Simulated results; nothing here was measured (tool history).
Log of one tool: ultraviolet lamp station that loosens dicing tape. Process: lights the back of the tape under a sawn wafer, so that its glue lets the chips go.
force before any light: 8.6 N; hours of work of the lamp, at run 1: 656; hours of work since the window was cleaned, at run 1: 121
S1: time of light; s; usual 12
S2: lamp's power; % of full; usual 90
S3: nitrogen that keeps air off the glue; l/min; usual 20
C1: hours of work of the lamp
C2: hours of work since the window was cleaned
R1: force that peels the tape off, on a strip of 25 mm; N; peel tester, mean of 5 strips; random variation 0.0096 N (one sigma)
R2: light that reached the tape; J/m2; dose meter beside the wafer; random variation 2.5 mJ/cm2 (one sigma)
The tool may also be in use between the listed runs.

| run | hour | S1 | S2 | S3 | C1 | C2 | R1 | R2 |
|---|---|---|---|---|---|---|---|---|
| 1 | 0.0 | 12 | 90 | 20 | 656 | 121 | 0.743 | 2230 |
| 2 | 21.9 | 12 | 90 | 20 | 666 | 131 | 0.724 | 2180 |
| 3 | 47.0 | 12 | 90 | 20 | 677 | 142 | 0.770 | 2150 |
| 4 | 76.8 | 12 | 90 | 20 | 691 | 156 | 0.774 | 2150 |
| 5 | 102.8 | 12 | 90 | 20 | 703 | 168 | 0.809 | 2150 |
| 6 | 130.1 | 12 | 90 | 20 | 715 | 180 | 0.772 | 2180 |
| 7 | 167.6 | 12 | 90 | 20 | 732 | 197 | 0.794 | 2100 |
| 8 | 209.4 | 7 | 90 | 20 | 751 | 216 | 2.012 | 1160 |
| 9 | 234.2 | 15 | 90 | 20 | 763 | 227 | 0.540 | 2580 |
| 10 | 280.2 | 12 | 90 | 20 | 784 | 248 | 0.853 | 2010 |
| 11 | 307.1 | 12 | 90 | 20 | 796 | 261 | 0.892 | 1990 |
| 12 | 328.8 | 12 | 90 | 20 | 806 | 270 | 0.914 | 2040 |
|  | 339.3 | lamp changed |
| 13 | 364.2 | 12 | 78 | 20 | 11 | 286 | 0.602 | 2370 |
| 14 | 410.3 | 12 | 78 | 37 | 32 | 307 | 0.467 | 2340 |
| 15 | 442.1 | 12 | 78 | 37 | 47 | 321 | 0.473 | 2330 |
| 16 | 480.1 | 12 | 94 | 20 | 64 | 339 | 0.465 | 2780 |
| 17 | 511.2 | 12 | 94 | 22 | 78 | 353 | 0.450 | 2800 |
| 18 | 563.9 | 12 | 94 | 22 | 102 | 377 | 0.466 | 2680 |
| 19 | 609.8 | 12 | 90 | 6 | 123 | 398 | 1.253 | 2610 |
| 20 | 645.8 | 12 | 90 | 6 | 139 | 414 | 1.248 | 2570 |
|  | 683.8 | window cleaned of glue's vapour |
| 21 | 688.4 | 12 | 90 | 20 | 159 | 2 | 0.467 | 2720 |
| 22 | 726.9 | 6 | 64 | 14 | 176 | 20 | 3.037 | 960 |
| 23 | 780.7 | 12 | 94 | 20 | 201 | 44 | 0.454 | 2780 |
| 24 | 812.9 | 12 | 97 | 20 | 215 | 59 | 0.445 | 2850 |
| 25 | 851.0 | 12 | 97 | 20 | 232 | 76 | 0.455 | 2890 |
| 26 | 898.6 | 8 | 91 | 27 | 254 | 98 | 0.951 | 1790 |
| 27 | 936.4 | 8 | 91 | 27 | 271 | 115 | 0.969 | 1720 |
| 28 | 969.3 | 23 | 98 | 20 | 286 | 130 | 0.226 | 5300 |
| 29 | 1009.4 | 23 | 98 | 35 | 305 | 148 | 0.235 | 5230 |
| 30 | 1050.4 | 23 | 86 | 12 | 323 | 167 | 0.272 | 4520 |
| 31 | 1077.9 | 6 | 67 | 22 | 336 | 179 | 2.604 | 890 |
| 32 | 1108.9 | 6 | 67 | 22 | 350 | 193 | 2.606 | 900 |
| 33 | 1144.2 | 8 | 70 | 21 | 366 | 209 | 1.794 | 1240 |
| 34 | 1188.3 | 8 | 62 | 21 | 386 | 229 | 2.263 | 1100 |
| 35 | 1225.7 | 9 | 90 | 34 | 403 | 246 | 0.838 | 1780 |
| 36 | 1264.5 | 14 | 64 | 21 | 421 | 264 | 0.935 | 1930 |
| 37 | 1292.9 | 12 | 74 | 12 | 433 | 277 | 1.328 | 1900 |
| 38 | 1333.7 | 12 | 74 | 12 | 452 | 296 | 1.308 | 1860 |
| 39 | 1368.2 | 12 | 74 | 8 | 468 | 311 | 1.693 | 1860 |
| 40 | 1406.6 | 12 | 74 | 8 | 485 | 329 | 1.753 | 1860 |
| 41 | 1456.4 | 11 | 63 | 38 | 508 | 351 | 1.220 | 1400 |
| 42 | 1496.5 | 21 | 63 | 24 | 526 | 370 | 0.441 | 2690 |

Forecast each of these 5 alternatives for the next run:
| A | 1533.6 | 8 | 68 | 24 | 543 | 386 | ? | ? |
| B | 1533.6 | 23 | 74 | 24 | 543 | 386 | ? | ? |
| C | 1533.6 | 12 | 63 | 8 | 543 | 386 | ? | ? |
| D | 1533.6 | 10 | 69 | 13 | 543 | 386 | ? | ? |
| E | 1533.6 | 17 | 63 | 12 | 543 | 386 | ? | ? |

| run | R1 | R2 |
|---|---|---|
| A | 2.036 | 1100 |
| B | 0.291 | 3430 |
| C | 2.258 | 1540 |
| D | 1.998 | 1340 |
| E | 1.076 | 2120 |
Without the tool's hidden state the same runs would have given:
| run | R1 | R2 |
|---|---|---|
| A | 1.261 | 1510 |
| B | 0.222 | 4720 |
| C | 1.425 | 2110 |
| D | 1.220 | 1860 |
| E | 0.581 | 2920 |
